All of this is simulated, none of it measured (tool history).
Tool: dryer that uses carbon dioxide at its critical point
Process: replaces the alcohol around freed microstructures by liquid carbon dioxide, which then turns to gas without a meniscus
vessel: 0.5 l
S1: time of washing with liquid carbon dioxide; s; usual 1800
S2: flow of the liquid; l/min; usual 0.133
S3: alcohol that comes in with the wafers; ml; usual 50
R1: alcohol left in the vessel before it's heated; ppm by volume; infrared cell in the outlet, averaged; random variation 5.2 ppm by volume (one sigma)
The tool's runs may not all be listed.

run	hour	S1	S2	S3	R1
1	0.0	1800	0.133	50	159
2	14.9	1800	0.133	88	243
3	32.2	1800	0.133	88	252
4	41.7	1800	0.101	50	671
5	51.7	1800	0.213	50	84
6	70.7	1800	0.225	50	74
7	86.0	1800	0.103	50	615
8	105.6	1800	0.133	50	188
9	116.0	1800	0.133	50	189
10	131.8	1800	0.221	50	87
11	151.5	1800	0.221	50	84
12	159.8	1800	0.221	50	89
13	177.7	1800	0.221	50	91
14	190.7	1800	0.221	50	96
15	206.6	1800	0.133	50	210
16	226.7	1800	0.133	50	213
17	240.5	1800	0.133	50	207
18	260.9	1800	0.133	50	218
19	272.8	1800	0.145	50	161
20	289.2	1680	0.133	50	302
21	304.8	1800	0.133	26	170
22	324.5	1800	0.133	50	235
23	336.3	1800	0.133	50	231
24	350.9	1800	0.133	50	233
25	369.2	1800	0.133	50	260
26	386.3	1800	0.133	50	256
27	400.3	1800	0.133	50	249
28	413.4	1800	0.133	50	256
# hour 423.3: inlet filter changed
29	423.3	1620	0.133	38	258
30	431.6	1140	0.101	56	4173
31	450.9	1140	0.101	56	4070
32	462.9	2460	0.130	47	136
33	482.8	1680	0.157	50	160
34	499.1	2400	0.109	64	203
35	518.9	1320	0.199	23	151
36	527.8	2760	0.113	26	138
37	543.9	2520	0.219	26	130
38	555.0	1800	0.133	64	262
39	573.0	1260	0.157	28	303
40	585.2	1260	0.157	28	312
41	601.5	1560	0.218	54	148
42	619.8	1260	0.218	54	179
43	638.9	1740	0.126	50	321
44	649.8	1800	0.100	119	1544
45	665.8	1800	0.100	119	1583
46	676.8	1800	0.153	48	195

Some steps in R1 between neighbouring runs. How much of each would the tool show without its hidden state too (settings, what came in, random variation), and how much is left for the hidden state, with any gauge scatter that isn't in both results?
The hidden state here: flow that reaches the vessel past the clogged filter, %; alcohol in the recycled carbon dioxide, ppm; drift of the gauge itself on alcohol_ppm, %.
Run 6 -> 7: S2 0.225 -> 0.103. R1 +541 ppm by volume: hidden state +111, all else +430.
Run 29 -> 30: S1 1620 -> 1140, S2 0.133 -> 0.101, S3 38 -> 56. R1 +3915 ppm by volume: hidden state +59, all else +3856.
Run 31 -> 32: S1 1140 -> 2460, S2 0.101 -> 0.130, S3 56 -> 47. R1 -3934 ppm by volume: hidden state -76, all else -3858.
Run 43 -> 44: S1 1740 -> 1800, S2 0.126 -> 0.100, S3 50 -> 119. R1 +1223 ppm by volume: hidden state +139, all else +1084.
Run 45 -> 46: S2 0.100 -> 0.153, S3 119 -> 48. R1 -1388 ppm by volume: hidden state -168, all else -1220.

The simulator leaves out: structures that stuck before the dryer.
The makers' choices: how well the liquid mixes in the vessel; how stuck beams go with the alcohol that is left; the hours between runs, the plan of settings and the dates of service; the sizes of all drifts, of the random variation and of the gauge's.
